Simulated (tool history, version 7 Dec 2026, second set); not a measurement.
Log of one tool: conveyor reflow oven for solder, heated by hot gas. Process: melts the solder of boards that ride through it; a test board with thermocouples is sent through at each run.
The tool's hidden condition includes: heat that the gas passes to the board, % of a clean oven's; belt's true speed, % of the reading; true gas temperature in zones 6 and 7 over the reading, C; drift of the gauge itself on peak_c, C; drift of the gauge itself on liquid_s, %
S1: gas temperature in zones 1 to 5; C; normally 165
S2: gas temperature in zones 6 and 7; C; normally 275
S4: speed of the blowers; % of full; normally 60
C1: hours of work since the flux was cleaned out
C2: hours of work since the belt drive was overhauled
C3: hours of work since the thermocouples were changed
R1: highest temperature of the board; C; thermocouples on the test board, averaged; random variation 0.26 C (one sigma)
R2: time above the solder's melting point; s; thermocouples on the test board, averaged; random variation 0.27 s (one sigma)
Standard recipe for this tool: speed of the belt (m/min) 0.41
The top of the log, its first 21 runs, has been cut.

Run 22, hour 390.1: usual settings but S1 174 C, S2 282 C, speed of the belt (m/min) 0.396, S4 87 % of full; C1 90; C2 756; C3 838. Result: R1 267.9 C, R2 78.4 s.
Run 23, hour 412.8: usual settings but S1 164 C, S4 62 % of full; C1 105; C2 770; C3 853. Result: R1 253.3 C, R2 61.3 s.
Run 24, hour 424.1: usual settings but S1 164 C, S4 62 % of full; C1 112; C2 777; C3 860. Result: R1 252.8 C, R2 61.1 s.
Run 25, hour 435.5: usual settings but S1 153 C, S2 286 C, S4 62 % of full; C1 119; C2 785; C3 867. Result: R1 259.3 C, R2 63.1 s.
Run 26, hour 455.7: usual settings but S1 153 C, S2 286 C, S4 62 % of full; C1 132; C2 798; C3 880. Result: R1 259.6 C, R2 62.9 s.
Run 27, hour 466.3: usual settings but S1 167 C, S2 286 C; C1 139; C2 804; C3 887. Result: R1 262.7 C, R2 69.6 s.
Run 28, hour 489.7: usual settings but S1 167 C, S2 286 C, speed of the belt (m/min) 0.475, S4 80 % of full; C1 153; C2 819; C3 901. Result: R1 260.9 C, R2 58.6 s.
Run 29, hour 511.8: usual settings but S1 175 C, S2 289 C, speed of the belt (m/min) 0.338, S4 50 % of full; C1 167; C2 833; C3 916. Result: R1 271.4 C, R2 95.7 s.
At hour 518.4: thermocouples of zones 6 and 7 changed.
At hour 534.2: flux residue cleaned out of gas plates and filters.
Run 30, hour 542.9: usual settings but S2 266 C, speed of the belt (m/min) 0.338, S4 63 % of full; C1 5; C2 848; C3 12. Result: R1 251.1 C, R2 75.1 s.
Run 31, hour 561.7: usual settings but S2 283 C, speed of the belt (m/min) 0.425, S4 51 % of full; C1 17; C2 860; C3 24. Result: R1 252.6 C, R2 58.4 s.
Run 32, hour 577.6: usual settings but S2 283 C, speed of the belt (m/min) 0.425, S4 51 % of full; C1 27; C2 870; C3 34. Result: R1 252.9 C, R2 58.6 s.

Each row is a separate what-if for the run after 32, all from the same tool condition, not one after another. Results?
Run A, hour 601.8: usual settings but S2 289 C, speed of the belt (m/min) 0.425, S4 51 % of full; C1 43; C2 886; C3 50. Result: R1 ?, R2 ?.
Run B, hour 601.8: usual settings but S2 273 C, speed of the belt (m/min) 0.435, S4 51 % of full; C1 43; C2 886; C3 50. Result: R1 ?, R2 ?.
Run C, hour 601.8: usual settings but S1 174 C, S2 266 C, S4 56 % of full; C1 43; C2 886; C3 50. Result: R1 ?, R2 ?.

run     R1    R2
  A  257.6  62.2
  B  243.3  47.8
  C  244.4  56.8
Had the tool no hidden state, the same runs would have come out as:
run     R1    R2
  A  257.6  61.8
  B  243.3  47.5
  C  244.4  56.5
